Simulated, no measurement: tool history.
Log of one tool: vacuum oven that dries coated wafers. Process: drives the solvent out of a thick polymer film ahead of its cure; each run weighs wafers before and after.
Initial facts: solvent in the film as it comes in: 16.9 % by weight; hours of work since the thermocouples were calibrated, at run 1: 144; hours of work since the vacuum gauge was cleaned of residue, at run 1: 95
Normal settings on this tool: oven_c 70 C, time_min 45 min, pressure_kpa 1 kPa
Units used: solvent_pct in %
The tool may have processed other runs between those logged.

| run | hour | oven_c | time_min | pressure_kpa | hours of work since the thermocouples were calibrated | hours of work since the vacuum gauge was cleaned of residue | solvent_pct |
|---|---|---|---|---|---|---|---|
| 1 | 0 | 70 | 45 | 1 | 144 | 95 | 1.41 |
| 2 | 13.1 | 81 | 45 | 1 | 152 | 103 | 0.29 |
| 3 | 29.1 | 81 | 45 | 1 | 162 | 113 | 0.35 |
| 4 | 49.8 | 81 | 45 | 1 | 176 | 127 | 0.33 |
| 5 | 70.7 | 81 | 45 | 1 | 189 | 140 | 0.32 |
| 6 | 91 | 81 | 61 | 1 | 202 | 153 | 0.28 |
| 7 | 106.2 | 70 | 39 | 1 | 212 | 163 | 1.76 |
| 8 | 117.1 | 70 | 45 | 1 | 219 | 170 | 1.37 |
| 9 | 128.6 | 70 | 45 | 1 | 226 | 177 | 1.39 |
| 10 | 142.3 | 70 | 45 | 1 | 235 | 186 | 1.37 |
| 11 | 154.3 | 70 | 73 | 1 | 243 | 194 | 0.61 |
| 12 | 165 | 70 | 73 | 1 | 250 | 201 | 0.62 |
| 13 | 188.9 | 70 | 73 | 1 | 265 | 216 | 0.61 |
| 14 | 207.5 | 70 | 73 | 1 | 277 | 228 | 0.61 |
| 15 | 223.8 | 57 | 45 | 1 | 288 | 238 | 5.4 |
| 16 | 243.8 | 70 | 45 | 1.14 | 301 | 251 | 1.42 |
| 17 | 256.9 | 70 | 45 | 1.14 | 309 | 260 | 1.41 |
| 18 | 272.9 | 70 | 32 | 1 | 319 | 270 | 2.42 |
| 19 | 294.5 | 70 | 32 | 2.97 | 333 | 284 | 3.14 |
| 20 | 312.4 | 70 | 69 | 1 | 345 | 295 | 0.62 |
| 21 | 330.5 | 70 | 69 | 1 | 356 | 307 | 0.65 |
| 22 | 355.2 | 70 | 69 | 1 | 372 | 323 | 0.65 |
| 23 | 367.2 | 70 | 69 | 1 | 380 | 331 | 0.64 |
| 24 | 383.9 | 70 | 67 | 2.49 | 391 | 341 | 1.28 |
| 25 | 403.6 | 70 | 67 | 2.49 | 403 | 354 | 1.27 |
| 26 | 414.7 | 70 | 24 | 2.1 | 410 | 361 | 3.97 |
| 27 | 431.2 | 70 | 24 | 2.1 | 421 | 372 | 3.94 |
| 28 | 453.1 | 70 | 41 | 1.56 | 435 | 386 | 1.75 |
| 29 | 464 | 57 | 41 | 0.65 | 442 | 393 | 5.61 |
| 30 | 488.9 | 65 | 37 | 1.62 | 458 | 409 | 3.54 |
| 31 | 500.2 | 65 | 37 | 1.62 | 465 | 416 | 3.57 |
| 32 | 518.6 | 84 | 58 | 0.75 | 477 | 428 | 0.17 |
| 33 | 532.3 | 66 | 45 | 1.08 | 486 | 437 | 2.23 |
| 34 | 549.9 | 70 | 79 | 1 | 497 | 448 | 0.58 |
| 35 | 569.3 | 78 | 31 | 1 | 510 | 461 | 0.82 |
| 36 | 584 | 78 | 31 | 1 | 519 | 470 | 0.86 |
| 37 | 602.2 | 81 | 26 | 2.13 | 531 | 482 | 1.03 |
| 38 | 618.6 | 81 | 43 | 1.24 | 541 | 492 | 0.4 |
| 39 | 640.6 | 68 | 46 | 1 | 556 | 506 | 1.63 |
| 40 | 661.9 | 71 | 75 | 3.9 | 569 | 520 | 1.65 |
| 41 | 686.5 | 71 | 75 | 3.9 | 585 | 536 | 1.68 |
| 42 | 697.3 | 71 | 75 | 3.9 | 592 | 543 | 1.65 |
| 43 | 714.6 | 72 | 74 | 1.04 | 603 | 554 | 0.51 |
| 44 | 733.1 | 72 | 74 | 1.04 | 615 | 566 | 0.51 |
| 45 | 747 | 61 | 74 | 1.04 | 624 | 575 | 1.88 |

Alternative continuations, all from the tool just after run 45; predict every row:
| A | 766.4 | 61 | 74 | 1.21 | 636 | 587 | ? |
| B | 766.4 | 76 | 45 | 1 | 636 | 587 | ? |
| C | 766.4 | 61 | 74 | 3.79 | 636 | 587 | ? |

| run | solvent_pct |
|---|---|
| A | 1.97 |
| B | 0.55 |
| C | 3.43 |
With no hidden state in the tool, these same runs would have given:
| run | solvent_pct |
|---|---|
| A | 2.16 |
| B | 0.6 |
| C | 3.67 |
